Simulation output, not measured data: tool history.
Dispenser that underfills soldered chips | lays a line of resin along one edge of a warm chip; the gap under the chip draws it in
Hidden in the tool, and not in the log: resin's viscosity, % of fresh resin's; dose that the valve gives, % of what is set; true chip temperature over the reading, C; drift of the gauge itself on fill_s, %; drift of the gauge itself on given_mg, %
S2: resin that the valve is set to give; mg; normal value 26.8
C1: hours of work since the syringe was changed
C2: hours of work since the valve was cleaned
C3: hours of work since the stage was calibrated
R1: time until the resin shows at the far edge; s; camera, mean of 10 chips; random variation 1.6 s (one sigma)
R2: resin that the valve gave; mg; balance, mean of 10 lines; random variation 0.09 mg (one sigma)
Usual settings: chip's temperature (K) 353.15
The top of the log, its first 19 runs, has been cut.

Run 20, day 3.217: usual settings but chip's temperature (K) 349.15, S2 29.3 mg; C1 2; C2 11; C3 105. Result: R1 221.1 s, R2 28.71 mg.
Run 21, day 3.333: usual settings but chip's temperature (K) 345.15, S2 28.9 mg; C1 4; C2 13; C3 106. Result: R1 307.3 s, R2 28.41 mg.
At day 3.400: new syringe of resin.
Run 22, day 3.512: usual settings but chip's temperature (K) 340.15, S2 26.6 mg; C1 2; C2 15; C3 109. Result: R1 316.7 s, R2 26.20 mg.
Run 23, day 3.612: usual settings but chip's temperature (K) 350.15, S2 28.1 mg; C1 4; C2 17; C3 111. Result: R1 235.1 s, R2 27.65 mg.
At day 3.729: new syringe of resin.
Run 24, day 3.754: usual settings but chip's temperature (K) 360.15, S2 23.0 mg; C1 0; C2 19; C3 113. Result: R1 131.9 s, R2 22.50 mg.
Run 25, day 3.912: usual settings but chip's temperature (K) 344.15, S2 27.1 mg; C1 3; C2 22; C3 116. Result: R1 294.8 s, R2 26.44 mg.
At day 4.050: new syringe of resin.
Run 26, day 4.054: usual settings but chip's temperature (K) 344.15, S2 27.5 mg; C1 0; C2 24; C3 118. Result: R1 232.3 s, R2 26.73 mg.
Run 27, day 4.246: usual settings but chip's temperature (K) 342.15, S2 25.1 mg; C1 3; C2 27; C3 121. Result: R1 326.9 s, R2 24.47 mg.
At day 4.375: new syringe of resin.
Run 28, day 4.379: usual settings but chip's temperature (K) 342.15, S2 25.1 mg; C1 0; C2 29; C3 123. Result: R1 258.9 s, R2 24.22 mg.
Run 29, day 4.512: usual settings but chip's temperature (K) 356.15, S2 25.1 mg; C1 2; C2 31; C3 125. Result: R1 175.3 s, R2 24.27 mg.
At day 4.696: new syringe of resin.
Run 30, day 4.704: usual settings but chip's temperature (K) 356.15, S2 25.1 mg; C1 0; C2 34; C3 128. Result: R1 148.8 s, R2 24.24 mg.
Run 31, day 4.908: usual settings but chip's temperature (K) 342.15, S2 28.0 mg; C1 3; C2 38; C3 132. Result: R1 326.2 s, R2 27.10 mg.
At day 5.017: new syringe of resin.
Run 32, day 5.038: usual settings but chip's temperature (K) 342.15, S2 28.0 mg; C1 0; C2 40; C3 134. Result: R1 262.3 s, R2 27.18 mg.
Run 33, day 5.171: usual settings but chip's temperature (K) 366.15, S2 30.5 mg; C1 3; C2 42; C3 136. Result: R1 122.7 s, R2 29.20 mg.
Run 34, day 5.296: usual settings but chip's temperature (K) 366.15, S2 30.5 mg; C1 5; C2 44; C3 138. Result: R1 144.8 s, R2 29.26 mg.

Alternative continuations, all from the tool just after run 34; predict every row:
At day 5.333: new syringe of resin.
Run A, day 5.454: usual settings but chip's temperature (K) 361.15, S2 29.7 mg; C1 2; C2 46; C3 140. Result: R1 ?, R2 ?.
At day 5.333: new syringe of resin.
Run B, day 5.454: usual settings but S2 31.8 mg; C1 2; C2 46; C3 140. Result: R1 ?, R2 ?.
At day 5.333: new syringe of resin.
Run C, day 5.454: usual settings but chip's temperature (K) 357.15, S2 29.6 mg; C1 2; C2 46; C3 140. Result: R1 ?, R2 ?.
At day 5.333: new syringe of resin.
Run D, day 5.454: usual settings but chip's temperature (K) 338.15, S2 30.5 mg; C1 2; C2 46; C3 140. Result: R1 ?, R2 ?.

run     R1     R2
  A  140.3  28.43
  B  189.2  30.40
  C  167.4  28.15
  D  346.2  29.21
Take away the tool's hidden state, keep each run's random variation, and the runs would have read:
run     R1     R2
  A  114.4  29.75
  B  154.2  31.81
  C  136.4  29.46
  D  281.1  30.57
